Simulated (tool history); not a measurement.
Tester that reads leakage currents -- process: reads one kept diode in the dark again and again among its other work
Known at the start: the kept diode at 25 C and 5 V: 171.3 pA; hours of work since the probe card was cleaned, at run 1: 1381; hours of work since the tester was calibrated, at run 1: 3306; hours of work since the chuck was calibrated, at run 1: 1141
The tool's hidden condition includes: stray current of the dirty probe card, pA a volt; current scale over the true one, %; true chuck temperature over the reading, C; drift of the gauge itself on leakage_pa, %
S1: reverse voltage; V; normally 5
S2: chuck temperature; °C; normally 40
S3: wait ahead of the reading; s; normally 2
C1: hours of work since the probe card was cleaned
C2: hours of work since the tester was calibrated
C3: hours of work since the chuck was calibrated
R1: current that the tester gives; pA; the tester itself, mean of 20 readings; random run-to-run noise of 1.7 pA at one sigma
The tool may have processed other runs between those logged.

run	day	S1	S2	S3	C1	C2	C3	R1
1	0	5	40	2	1381	3306	1141	656.48
# day 4.308: probe card cleaned and baked
2	4.633	5	40	2	5	3374	1210	642.73
3	7.888	5	40	2	54	3424	1259	647.11
4	10.767	5	40	1.53	98	3468	1303	646.51
5	17.125	5	40	2	195	3564	1400	654.89
6	20.121	5	40	2	241	3610	1445	657.99
7	24.771	5	53	2	311	3681	1516	1710.73
8	31.208	5	53	2	409	3778	1614	1726.65
9	34.217	5	40	0.41	455	3824	1660	672.98
10	39.621	5	40	0.41	537	3906	1742	680.08
11	45.262	5	40	0.41	623	3992	1828	683.12
# day 49.708: chuck's temperature calibrated
12	52.033	5	40	3.7	725	4094	35	597.79
13	57.442	5	40	3.7	807	4176	118	600.11
14	64.062	5	40	1.65	908	4277	218	608.75
15	70.508	5	40	1.65	1006	4375	316	614.28
16	74.058	5	40	1.65	1060	4429	370	619.8
17	80.279	5	40	7.89	1154	4524	465	620.6
18	85.554	5	24	7.89	1234	4604	545	179.65
19	91.267	5	24	7.89	1321	4691	632	181.61
20	95.567	5	24	7.89	1387	4756	698	184.59
21	98.679	5	24	7.89	1434	4803	745	184.05
# day 99.521: probe card cleaned and baked
22	103.925	5.26	26	1.87	67	4881	823	208.39
23	109.896	4.92	26	0.42	158	4972	914	209.29
24	112.767	5	51	0.42	201	5016	957	1445.71
25	116.838	15.13	21	1.39	263	5078	1019	216.23
26	121.183	15.13	31	1.39	330	5144	1085	490.77
27	127.188	5	28	0.76	421	5235	1177	253.76
28	130.008	5	28	0.76	464	5278	1220	254.68
29	136.308	5	28	0.76	560	5374	1315	258.4
30	139.633	5	28	0.63	610	5424	1366	261.46
31	145.912	5	28	0.63	706	5520	1461	264.13
# day 148.367: tester calibrated
32	150.562	6.98	26	2	775	33	1531	252.51
33	153.683	6.98	26	2	823	81	1578	254.77
34	160.346	6.98	26	2	924	182	1680	257.28
35	163.954	6.98	26	2	979	237	1735	261.07
36	166.925	6.98	26	2	1024	282	1780	261.14
37	173.383	5	45	2	1122	380	1878	997.9
# day 174.55: chuck's temperature calibrated
38	179.138	2.29	40	2.41	1208	467	70	438.12
39	184.562	5	40	1.22	1291	549	152	600.59

Alternative continuations, all from the tool just after run 39; predict every row:
A	188.662	5	40	2.2	1353	612	215	?
B	188.662	5.02	27	1.22	1353	612	215	?
C	188.662	4.51	28	1.22	1353	612	215	?
D	188.662	3.68	40	0.55	1353	612	215	?

run	R1
A	602
B	220.39
C	229.07
D	533.37
With no hidden state in the tool, these same runs would have given:
run	R1
A	581.79
B	204.6
C	214.45
D	517.45
